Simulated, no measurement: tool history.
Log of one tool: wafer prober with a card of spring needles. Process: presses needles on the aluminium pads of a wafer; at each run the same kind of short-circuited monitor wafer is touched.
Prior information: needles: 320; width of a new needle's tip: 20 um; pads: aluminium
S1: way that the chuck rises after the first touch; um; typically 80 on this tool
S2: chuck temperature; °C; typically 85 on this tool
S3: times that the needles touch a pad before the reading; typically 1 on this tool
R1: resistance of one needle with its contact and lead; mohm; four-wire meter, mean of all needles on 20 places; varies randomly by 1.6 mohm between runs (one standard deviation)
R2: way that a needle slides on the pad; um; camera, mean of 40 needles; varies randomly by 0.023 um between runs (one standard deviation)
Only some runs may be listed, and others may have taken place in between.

run     day  S1   S2  S3   R1     R2
  1   0.000  80   85   1  160  17.01
      0.896  -- tips cleaned on abrasive film
      1.775  -- tips cleaned on abrasive film
  2   1.883  80   85   1  161  17.00
      2.679  -- tips cleaned on abrasive film
      3.638  -- tips cleaned on abrasive film
  3   4.062  80   27   1  147  17.01
      4.479  -- tips cleaned on abrasive film
  4   5.192  80   85   1  160  17.01
      5.392  -- tips cleaned on abrasive film
      6.304  -- tips cleaned on abrasive film
      7.171  -- tips cleaned on abrasive film
  5   7.171  80   85   1  158  16.97
      8.025  -- tips cleaned on abrasive film
  6   8.471  80   85   1  162  16.95
      8.992  -- tips cleaned on abrasive film
      9.892  -- tips cleaned on abrasive film
  7  10.538  80   85   1  161  16.98
     10.738  -- tips cleaned on abrasive film
     11.558  -- tips cleaned on abrasive film
  8  12.046  80   85   1  160  16.93
     12.421  -- tips cleaned on abrasive film
     13.242  -- tips cleaned on abrasive film
  9  13.892  80   85   3  158  16.92
     14.083  -- tips cleaned on abrasive film
     14.975  -- tips cleaned on abrasive film
 10  15.329  87   85   1  157  18.43
     15.950  -- tips cleaned on abrasive film
 11  16.654  87   85   1  158  18.42
     16.821  -- tips cleaned on abrasive film
     17.729  -- tips cleaned on abrasive film
 12  18.462  98   85   1  154  20.71
     18.654  -- tips cleaned on abrasive film
     19.571  -- tips cleaned on abrasive film
 13  19.867  98   85   1  157  20.75
     20.475  -- tips cleaned on abrasive film
 14  20.838  80   85   2  160  16.93
     21.304  -- tips cleaned on abrasive film
     22.183  -- tips cleaned on abrasive film
 15  22.967  79  120   2  166  16.66
     23.083  -- tips cleaned on abrasive film
     24.067  -- tips cleaned on abrasive film
 16  24.392  72   45   3  151  15.21
     24.921  -- tips cleaned on abrasive film
     25.788  -- tips cleaned on abrasive film
 17  26.521  65   27   2  155  13.73
     26.688  -- tips cleaned on abrasive film
     27.621  -- tips cleaned on abrasive film
 18  28.358  93   81   2  154  19.59
     28.525  -- tips cleaned on abrasive film
 19  29.304  93   81   2  156  19.63
     29.450  -- tips cleaned on abrasive film
     30.379  -- tips cleaned on abrasive film
 20  30.567  93   26   2  146  19.63
     31.267  -- tips cleaned on abrasive film
 21  31.958  90   74   1  156  18.97
     32.217  -- tips cleaned on abrasive film
     33.079  -- tips cleaned on abrasive film
 22  33.733  80  124   1  169  16.81
     34.033  -- tips cleaned on abrasive film
     34.908  -- tips cleaned on abrasive film
 23  35.083  80   92   2  159  16.81

Below are 3 alternative next runs, each starting from the tool's condition after run 23. Predict each:
     35.738  -- tips cleaned on abrasive film
     36.558  -- tips cleaned on abrasive film
  A  36.712  70  85   1   ?   ?
     35.738  -- tips cleaned on abrasive film
     36.558  -- tips cleaned on abrasive film
  B  36.712  80  85   2   ?   ?
     35.738  -- tips cleaned on abrasive film
     36.558  -- tips cleaned on abrasive film
  C  36.712  80  92   2   ?   ?

run   R1     R2
  A  167  14.71
  B  159  16.80
  C  162  16.81
Without the tool's unlogged condition, the same runs would have read:
run   R1     R2
  A  167  14.89
  B  159  17.00
  C  162  17.02
